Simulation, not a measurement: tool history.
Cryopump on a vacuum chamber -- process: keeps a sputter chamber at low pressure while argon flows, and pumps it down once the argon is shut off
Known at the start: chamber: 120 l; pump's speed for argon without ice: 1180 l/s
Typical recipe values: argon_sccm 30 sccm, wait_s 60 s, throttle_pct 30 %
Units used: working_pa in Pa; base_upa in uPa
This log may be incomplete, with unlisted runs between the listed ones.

run     day  argon_sccm  wait_s  throttle_pct  working_pa  base_upa
  1       0          30      60            30      0.1499      3.99
  2     1.7          30      60            30      0.1502      3.96
  3   4.308          22      60            30      0.1103      4.03
  4     8.2          22      60            30       0.111      4.18
  5  10.562          30      60            30      0.1525      4.22
  6  14.404          30      60            30      0.1536      4.35
  7   18.15          30      60            30      0.1559       4.4
  8  20.967          30      60            30      0.1551      4.61
  9    23.6          30      60            30      0.1565      4.52
 10  25.688          30      60            30      0.1577      4.52
 11  27.571          30      60            30      0.1585      4.75
 12  30.079          49      60            30      0.2369      4.02
 13   33.25          49      60            30      0.2374      4.02
 14  36.083          49      60            30      0.2385      4.26
 15  38.542          49      60            30      0.2401      4.18
 16  41.167          49      60            30      0.2388      4.26
 17  44.721          49      60            30      0.2388      4.39
 18  48.054          49     299            19      0.3778      3.16
 19  51.108          49     299            19      0.3798      3.14
 20  53.004          57     121            35      0.2457      3.83
 21  56.946          57     121            35      0.2478      3.77
 22  59.329          20     282            19      0.1562      3.51
 23  61.879          46     126            30      0.2299      3.96
 24  63.988          36     126            18      0.2951      4.05
 25  66.412          54     185            16      0.5011      3.79
 26  70.258          20     144            34      0.0911      1.05
 27  74.238          15     136            32      0.0725      1.15
 28  76.692          16      49            54      0.0483      2.45
 29  78.925          28      45            30      0.1465      2.56
 30  80.975          59      30            30      0.3087      3.72
 31  84.417          35      42            22      0.2311      2.74
 32  88.129          35     135            18      0.2804      1.26
 33  90.646          41      26            30      0.2005      4.14

Missing from the log above: 3 entries noted between runs. For each, name the pair of listed runs it sits between and say how the tool's hidden condition differs from the listed run just before to the listed run just after:
Runs 11 to 12: pump warmed up, emptied and cooled again (day 28.104)
  pump's speed, % of a pump's without ice: 76.9 -> 98.8; cold plate's temperature, K: 13.2 -> 13.22; leak into the chamber, uPa l/s: 2736 -> 2764
  measured value less the no-hidden-state value, working_pa: +0.0143 -> +0.0026 Pa; base_upa: +2.87 -> +2.19 uPa
Runs 25 to 26: leaking fittings of the chamber tightened, without venting (day 69.783)
  pump's speed, % of a pump's without ice: 84.4 -> 82.9; cold plate's temperature, K: 13.45 -> 13.48; leak into the chamber, uPa l/s: 3230 -> 363
  measured value less the no-hidden-state value, working_pa: +0.0171 -> +0.0069 Pa; base_upa: +3.03 -> +0.13 uPa
Runs 30 to 31: pump warmed up, emptied and cooled again (day 83.292)
  pump's speed, % of a pump's without ice: 78.8 -> 99; cold plate's temperature, K: 13.54 -> 13.56; leak into the chamber, uPa l/s: 493 -> 534
  measured value less the no-hidden-state value, working_pa: +0.0262 -> +0.0022 Pa; base_upa: +0.29 -> +0.21 uPa
